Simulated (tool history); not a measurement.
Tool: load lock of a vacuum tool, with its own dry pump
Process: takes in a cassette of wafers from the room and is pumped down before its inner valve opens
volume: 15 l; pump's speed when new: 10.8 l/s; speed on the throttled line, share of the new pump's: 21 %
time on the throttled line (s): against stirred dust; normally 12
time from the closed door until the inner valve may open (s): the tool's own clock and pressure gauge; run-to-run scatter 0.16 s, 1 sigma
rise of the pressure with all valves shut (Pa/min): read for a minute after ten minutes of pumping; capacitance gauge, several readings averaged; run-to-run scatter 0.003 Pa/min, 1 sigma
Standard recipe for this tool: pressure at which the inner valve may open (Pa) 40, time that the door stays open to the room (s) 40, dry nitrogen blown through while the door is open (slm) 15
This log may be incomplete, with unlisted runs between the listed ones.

run	hour	time on the throttled line (s)	pressure at which the inner valve may open (Pa)	time that the door stays open to the room (s)	dry nitrogen blown through while the door is open (slm)	incoming humidity of the room's air, %	time from the closed door until the inner valve may open (s)	rise of the pressure with all valves shut (Pa/min)
1	0	12	40	40	15	43.3	20.5	0.09
2	132.5	12	40	40	15	46	20.7	0.089
3	282.9	12	40	40	15	44.3	20.5	0.094
4	435	12	40	40	15	45.6	20.6	0.091
5	653.1	12	40	40	15	46.8	20.4	0.095
6	875.8	12	40	40	15	43.3	20.4	0.09
7	986.4	12	29	40	15	44.5	20.9	0.093
8	1218	18	40	40	15	43.5	25.4	0.093
9	1413.7	12	40	40	15	44.6	20.7	0.1
10	1649.1	12	30	40	15	40.3	20.9	0.098
11	1832.2	12	40	40	4	43.4	20.6	0.108
12	2088.6	12	40	40	4	46	20.7	0.114
13	2311.5	10	40	40	15	46	18.8	0.108
14	2564.5	6	40	40	8	45.8	16.1	0.12
15	2813.6	6	40	152	8	45.8	16	0.16
16	2945.3	12	31	51	11	45.4	21	0.119
17	3091.9	12	31	51	11	46.3	21	0.122
18	3306.6	12	40	40	6	43.3	20.5	0.125
19	3506.9	21	40	163	15	45.2	27.7	0.16
20	3696	21	40	48	15	45.5	28	0.118
21	3839.5	10	34	35	7	43.7	19.6	0.124
22	4033.4	10	34	35	7	45.4	19.5	0.125
23	4165.1	10	54	32	5	44.3	18.3	0.13
24	4417.3	12	73	40	15	47.1	20.2	0.132
25	4635.2	12	67	40	4	48.6	19.9	0.141
26	4840.6	12	67	34	4	46	20	0.141

Branching from run 26: 5 alternative next runs. What would each branch give?
A	5073.4	23	46	34	4	49.6	?	?
B	5073.4	6	38	40	15	46.1	?	?
C	5073.4	12	63	100	15	41.9	?	?
D	5073.4	12	40	208	15	44.7	?	?
E	5073.4	12	39	34	4	45.8	?	?

run	time from the closed door until the inner valve may open (s)	rise of the pressure with all valves shut (Pa/min)
A	29	0.139
B	16.3	0.126
C	20	0.153
D	20.9	0.18
E	20.9	0.139
What these runs would have given with no unlogged condition in the tool:
run	time from the closed door until the inner valve may open (s)	rise of the pressure with all valves shut (Pa/min)
A	28.7	0.049
B	15.9	0.036
C	19.6	0.061
D	20.5	0.089
E	20.5	0.047

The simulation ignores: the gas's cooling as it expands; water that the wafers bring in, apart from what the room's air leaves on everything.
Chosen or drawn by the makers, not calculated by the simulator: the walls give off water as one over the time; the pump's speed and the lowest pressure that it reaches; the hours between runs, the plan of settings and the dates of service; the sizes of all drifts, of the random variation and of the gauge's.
